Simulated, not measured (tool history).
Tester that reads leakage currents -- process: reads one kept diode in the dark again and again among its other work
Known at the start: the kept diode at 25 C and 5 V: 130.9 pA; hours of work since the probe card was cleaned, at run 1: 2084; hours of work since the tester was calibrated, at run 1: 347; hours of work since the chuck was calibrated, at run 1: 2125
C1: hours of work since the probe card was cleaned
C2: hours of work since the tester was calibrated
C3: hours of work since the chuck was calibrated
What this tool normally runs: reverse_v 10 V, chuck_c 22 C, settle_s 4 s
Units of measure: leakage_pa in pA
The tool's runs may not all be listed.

run 1 hour=0 | reverse_v=10 chuck_c=22 settle_s=4 | C1=2084 C2=347 C3=2125 | leakage_pa=152.83
run 2 hour=27.4 | reverse_v=10 chuck_c=22 settle_s=4 | C1=2097 C2=359 C3=2137 | leakage_pa=153.04
run 3 hour=56.2 | reverse_v=10 chuck_c=22 settle_s=4 | C1=2110 C2=372 C3=2151 | leakage_pa=153.87
run 4 hour=89 | reverse_v=10 chuck_c=22 settle_s=4 | C1=2125 C2=387 C3=2166 | leakage_pa=153.21
run 5 hour=112.7 | reverse_v=10 chuck_c=22 settle_s=4 | C1=2136 C2=398 C3=2176 | leakage_pa=153.75
-- hour=142.1 chuck's temperature calibrated
run 6 hour=153 | reverse_v=10 chuck_c=22 settle_s=4 | C1=2153 C2=416 C3=5 | leakage_pa=153.44
run 7 hour=184.1 | reverse_v=6.8 chuck_c=51 settle_s=2.66 | C1=2167 C2=430 C3=19 | leakage_pa=903.64
run 8 hour=218.2 | reverse_v=4.1 chuck_c=35 settle_s=3.21 | C1=2183 C2=445 C3=35 | leakage_pa=241.36
run 9 hour=242.7 | reverse_v=3.2 chuck_c=21 settle_s=0.34 | C1=2194 C2=456 C3=46 | leakage_pa=78.34
run 10 hour=273.1 | reverse_v=1.4 chuck_c=51 settle_s=4.62 | C1=2208 C2=470 C3=60 | leakage_pa=385.34
-- hour=290.7 probe card cleaned and baked
run 11 hour=316.4 | reverse_v=1.2 chuck_c=51 settle_s=4.62 | C1=12 C2=489 C3=78 | leakage_pa=354.68
run 12 hour=356.6 | reverse_v=10 chuck_c=30 settle_s=4.16 | C1=30 C2=507 C3=96 | leakage_pa=274.86

Forecast each of these 4 alternatives for the next run:
run A hour=378.6 | reverse_v=8.5 chuck_c=26 settle_s=9.45 | C1=40 C2=517 C3=106 | leakage_pa=?
run B hour=378.6 | reverse_v=10 chuck_c=53 settle_s=4.16 | C1=40 C2=517 C3=106 | leakage_pa=?
run C hour=378.6 | reverse_v=1.3 chuck_c=30 settle_s=9.97 | C1=40 C2=517 C3=106 | leakage_pa=?
run D hour=378.6 | reverse_v=2.7 chuck_c=22 settle_s=4 | C1=40 C2=517 C3=106 | leakage_pa=?

run=A leakage_pa=188.44
run=B leakage_pa=1262.43
run=C leakage_pa=90.15
run=D leakage_pa=75.36
With no hidden state in the tool, these same runs would have given:
run=A leakage_pa=188.43
run=B leakage_pa=1262.41
run=C leakage_pa=90.15
run=D leakage_pa=75.36
